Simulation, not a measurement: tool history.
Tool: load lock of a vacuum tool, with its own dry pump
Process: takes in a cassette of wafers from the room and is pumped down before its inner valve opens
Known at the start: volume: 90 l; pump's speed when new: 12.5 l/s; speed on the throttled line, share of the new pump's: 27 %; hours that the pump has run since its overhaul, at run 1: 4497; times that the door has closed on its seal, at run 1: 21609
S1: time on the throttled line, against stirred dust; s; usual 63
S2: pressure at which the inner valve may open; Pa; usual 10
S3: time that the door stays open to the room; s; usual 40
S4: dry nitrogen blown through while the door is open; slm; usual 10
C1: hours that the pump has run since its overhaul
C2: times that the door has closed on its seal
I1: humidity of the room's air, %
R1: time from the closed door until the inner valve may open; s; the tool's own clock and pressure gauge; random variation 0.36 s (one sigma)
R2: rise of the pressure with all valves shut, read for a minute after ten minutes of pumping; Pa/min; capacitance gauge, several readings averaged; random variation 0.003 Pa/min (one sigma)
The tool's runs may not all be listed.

{"run": 1, "hour": 0.0, "S1": 63, "S2": 10, "S3": 40, "S4": 10, "C1": 4497, "C2": 21609, "I1": 47.4, "R1": 116.2, "R2": 0.164}
{"run": 2, "hour": 151.4, "S1": 63, "S2": 10, "S3": 40, "S4": 10, "C1": 4648, "C2": 22150, "I1": 43.3, "R1": 116.3, "R2": 0.161}
{"run": 3, "hour": 345.8, "S1": 63, "S2": 20, "S3": 40, "S4": 10, "C1": 4843, "C2": 22845, "I1": 45.7, "R1": 111.6, "R2": 0.163}
{"run": 4, "hour": 519.8, "S1": 53, "S2": 10, "S3": 40, "S4": 10, "C1": 5017, "C2": 23467, "I1": 44.2, "R1": 109.4, "R2": 0.165}
{"run": 5, "hour": 742.8, "S1": 60, "S2": 10, "S3": 40, "S4": 10, "C1": 5240, "C2": 24265, "I1": 43.9, "R1": 115.4, "R2": 0.185}
{"run": 6, "hour": 896.6, "S1": 60, "S2": 10, "S3": 40, "S4": 10, "C1": 5394, "C2": 24815, "I1": 43.7, "R1": 114.5, "R2": 0.189}
{"run": 7, "hour": 1090.7, "S1": 60, "S2": 8, "S3": 40, "S4": 10, "C1": 5588, "C2": 25509, "I1": 42.8, "R1": 117.1, "R2": 0.191}
{"run": 8, "hour": 1291.3, "S1": 60, "S2": 8, "S3": 40, "S4": 10, "C1": 5788, "C2": 26226, "I1": 45.6, "R1": 116.6, "R2": 0.193}
{"run": 9, "hour": 1402.8, "S1": 60, "S2": 8, "S3": 40, "S4": 10, "C1": 5900, "C2": 26625, "I1": 46.9, "R1": 117.1, "R2": 0.206}
{"run": 10, "hour": 1576.6, "S1": 60, "S2": 8, "S3": 40, "S4": 10, "C1": 6074, "C2": 27246, "I1": 45, "R1": 118, "R2": 0.204}
{"run": 11, "hour": 1729.2, "S1": 60, "S2": 8, "S3": 40, "S4": 10, "C1": 6226, "C2": 27792, "I1": 45.5, "R1": 118.1, "R2": 0.208}
{"run": 12, "hour": 1836.1, "S1": 114, "S2": 8, "S3": 40, "S4": 10, "C1": 6333, "C2": 28174, "I1": 44.3, "R1": 156.1, "R2": 0.215}
{"run": 13, "hour": 1936.0, "S1": 114, "S2": 8, "S3": 40, "S4": 10, "C1": 6433, "C2": 28531, "I1": 48.2, "R1": 156.3, "R2": 0.215}
{"run": 14, "hour": 2111.8, "S1": 114, "S2": 8, "S3": 40, "S4": 10, "C1": 6609, "C2": 29160, "I1": 42.6, "R1": 156.4, "R2": 0.22}
{"run": 15, "hour": 2237.0, "S1": 63, "S2": 10, "S3": 40, "S4": 7, "C1": 6734, "C2": 29608, "I1": 47.1, "R1": 118.1, "R2": 0.227}
{"run": 16, "hour": 2452.7, "S1": 63, "S2": 10, "S3": 40, "S4": 7, "C1": 6950, "C2": 30379, "I1": 44.9, "R1": 118.8, "R2": 0.243}
{"run": 17, "hour": 2666.7, "S1": 63, "S2": 14, "S3": 40, "S4": 10, "C1": 7164, "C2": 31144, "I1": 46.4, "R1": 115.5, "R2": 0.246}
{"run": 18, "hour": 2834.6, "S1": 63, "S2": 7, "S3": 40, "S4": 10, "C1": 7331, "C2": 31744, "I1": 49.8, "R1": 121.7, "R2": 0.253}
{"run": 19, "hour": 3017.4, "S1": 63, "S2": 7, "S3": 40, "S4": 10, "C1": 7514, "C2": 32398, "I1": 44.2, "R1": 121.8, "R2": 0.255}
{"run": 20, "hour": 3239.2, "S1": 63, "S2": 12, "S3": 85, "S4": 10, "C1": 7736, "C2": 33191, "I1": 45, "R1": 117.8, "R2": 0.284}
{"run": 21, "hour": 3411.7, "S1": 63, "S2": 16, "S3": 40, "S4": 40, "C1": 7909, "C2": 33808, "I1": 44.4, "R1": 115.2, "R2": 0.253}
{"run": 22, "hour": 3533.4, "S1": 63, "S2": 16, "S3": 40, "S4": 40, "C1": 8030, "C2": 34243, "I1": 44.6, "R1": 116, "R2": 0.26}
{"run": 23, "hour": 3752.4, "S1": 96, "S2": 10, "S3": 40, "S4": 9, "C1": 8249, "C2": 35026, "I1": 46.1, "R1": 142.5, "R2": 0.276}
{"run": 24, "hour": 3900.8, "S1": 38, "S2": 11, "S3": 40, "S4": 10, "C1": 8398, "C2": 35557, "I1": 45.6, "R1": 100.6, "R2": 0.279}
{"run": 25, "hour": 4126.7, "S1": 38, "S2": 11, "S3": 40, "S4": 10, "C1": 8624, "C2": 36364, "I1": 47.3, "R1": 101.1, "R2": 0.304}
{"run": 26, "hour": 4258.0, "S1": 38, "S2": 11, "S3": 40, "S4": 10, "C1": 8755, "C2": 36834, "I1": 42.2, "R1": 101.6, "R2": 0.291}
{"run": 27, "hour": 4384.4, "S1": 35, "S2": 12, "S3": 40, "S4": 10, "C1": 8881, "C2": 37286, "I1": 41, "R1": 98.6, "R2": 0.303}
{"run": 28, "hour": 4587.2, "S1": 35, "S2": 12, "S3": 40, "S4": 10, "C1": 9084, "C2": 38011, "I1": 43, "R1": 99, "R2": 0.311}
{"run": 29, "hour": 4726.1, "S1": 63, "S2": 10, "S3": 40, "S4": 8, "C1": 9223, "C2": 38508, "I1": 47.3, "R1": 119.9, "R2": 0.325}
{"run": 30, "hour": 4868.6, "S1": 63, "S2": 10, "S3": 40, "S4": 8, "C1": 9365, "C2": 39017, "I1": 45.8, "R1": 119.9, "R2": 0.326}
{"run": 31, "hour": 4997.8, "S1": 63, "S2": 10, "S3": 40, "S4": 8, "C1": 9495, "C2": 39479, "I1": 45, "R1": 120.6, "R2": 0.322}
{"run": 32, "hour": 5226.0, "S1": 37, "S2": 9, "S3": 40, "S4": 5, "C1": 9723, "C2": 40295, "I1": 42.8, "R1": 103.7, "R2": 0.344}
{"run": 33, "hour": 5366.2, "S1": 48, "S2": 20, "S3": 110, "S4": 36, "C1": 9863, "C2": 40796, "I1": 44.4, "R1": 104.1, "R2": 0.339}
{"run": 34, "hour": 5506.5, "S1": 48, "S2": 20, "S3": 110, "S4": 36, "C1": 10003, "C2": 41298, "I1": 41.6, "R1": 104.2, "R2": 0.348}
{"run": 35, "hour": 5729.6, "S1": 48, "S2": 20, "S3": 110, "S4": 36, "C1": 10226, "C2": 42096, "I1": 48.7, "R1": 104.3, "R2": 0.37}
{"run": 36, "hour": 5871.4, "S1": 48, "S2": 10, "S3": 110, "S4": 36, "C1": 10368, "C2": 42603, "I1": 42.6, "R1": 110.6, "R2": 0.364}

Forecast each of these 3 alternatives for the next run:
{"run": "A", "hour": 5967.9, "S1": 102, "S2": 15, "S3": 40, "S4": 20, "C1": 10465, "C2": 42948, "I1": 44.4, "R1": "?", "R2": "?"}
{"run": "B", "hour": 5967.9, "S1": 51, "S2": 20, "S3": 110, "S4": 36, "C1": 10465, "C2": 42948, "I1": 45.7, "R1": "?", "R2": "?"}
{"run": "C", "hour": 5967.9, "S1": 48, "S2": 10, "S3": 46, "S4": 36, "C1": 10465, "C2": 42948, "I1": 44, "R1": "?", "R2": "?"}

run=A R1=144.8 R2=0.357
run=B R1=106.6 R2=0.37
run=C R1=110.9 R2=0.353
Without the tool's hidden state the same runs would have given:
run=A R1=138.7 R2=0.024
run=B R1=98.8 R2=0.037
run=C R1=102 R2=0.016

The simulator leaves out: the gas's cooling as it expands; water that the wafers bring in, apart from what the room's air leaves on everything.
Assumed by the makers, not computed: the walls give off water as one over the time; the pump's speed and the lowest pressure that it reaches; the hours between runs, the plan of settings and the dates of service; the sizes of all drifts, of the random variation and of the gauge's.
